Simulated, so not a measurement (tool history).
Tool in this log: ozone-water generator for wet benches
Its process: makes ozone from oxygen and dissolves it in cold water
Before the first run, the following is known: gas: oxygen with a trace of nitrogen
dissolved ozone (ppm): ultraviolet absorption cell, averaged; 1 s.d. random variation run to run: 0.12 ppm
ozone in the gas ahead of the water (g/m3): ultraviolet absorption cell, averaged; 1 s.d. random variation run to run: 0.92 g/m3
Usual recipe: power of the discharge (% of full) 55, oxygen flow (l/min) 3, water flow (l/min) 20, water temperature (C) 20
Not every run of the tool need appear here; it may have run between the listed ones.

run,hour,power of the discharge (% of full),oxygen flow (l/min),water flow (l/min),water temperature (C),dissolved ozone (ppm),ozone in the gas ahead of the water (g/m3)
1,0,55,3,20,20,8.8,138.4
2,106.9,55,3,20,20,8.9,137.8
3,181.1,55,3,20,20,9,139.7
4,280.2,55,3,20,12,9.6,137.4
5,370.5,62,3,20,12,10.4,148.8
6,463.8,62,3,20,12,10.2,149.5
7,531.2,55,3,20,15,9.2,136.2
8,637.3,55,3,20,15,9.2,135.6
9,702.2,55,3,30,15,6.2,135
10,751.1,55,3,30,15,5.8,136.2
11,821,55,3,20,20,8.6,134.3
12,891.4,55,3,20,20,8.8,134
13,966.4,43,3,20,20,7.4,113
14,1034.6,55,3,20,20,8.7,133
15,1125.7,55,3,20,20,8.6,133.3
16,1223.7,55,3,20,20,8.5,130.9
17,1319.5,55,3,20,20,8.4,131
18,1416,68,3,20,14,10.5,151.1
19,1477,45,3.11,30,20,4.9,111.4
20,1557.6,62,3,20,13,9.8,141
21,1658.3,62,3,22,13,9.1,140.9
22,1741.9,62,3,22,13,9,141.8
23,1819.1,62,3,22,13,8.8,139.8
24,1881.4,83,2.37,19,16,11.7,198.6
25,1964.9,55,1.96,20,20,8,167.8
26,2071,55,1.96,20,20,7.8,165.4
27,2123.9,76,2.2,20,20,10,192.8
28,2217.1,74,3.36,15,20,12.9,144.3
29,2271.8,74,3.36,15,20,12.9,144
30,2375.2,74,3.36,15,20,12.7,143.7
31,2457.3,89,4.58,20,20,10.9,134.6
32,2528.1,55,2.91,29,20,5.4,127.1
33,2577.4,55,2.91,29,20,5.5,128.9
34,2622.3,55,5.29,13,20,11.2,88.6

The log once held 1 entry between its listed runs, left out of this copy. Where does each go, and what is different about the tool's unlogged condition between the listed run before it and the listed run after it?
Logged between run 11 and run 12: contactor cleaned (hour 859.5)
  yield of the discharge, % of new electrodes': 83.8 -> 83.5; contactor's efficiency, % of a clean one's: 96.2 -> 98.5; true water temperature over the reading, C: 0.19 -> 0.2
  what was measured, less what the result would be without the hidden state, dissolved ozone (ppm): -1.6 -> -1.5; ozone in the gas ahead of the water (g/m3): -20.7 -> -21
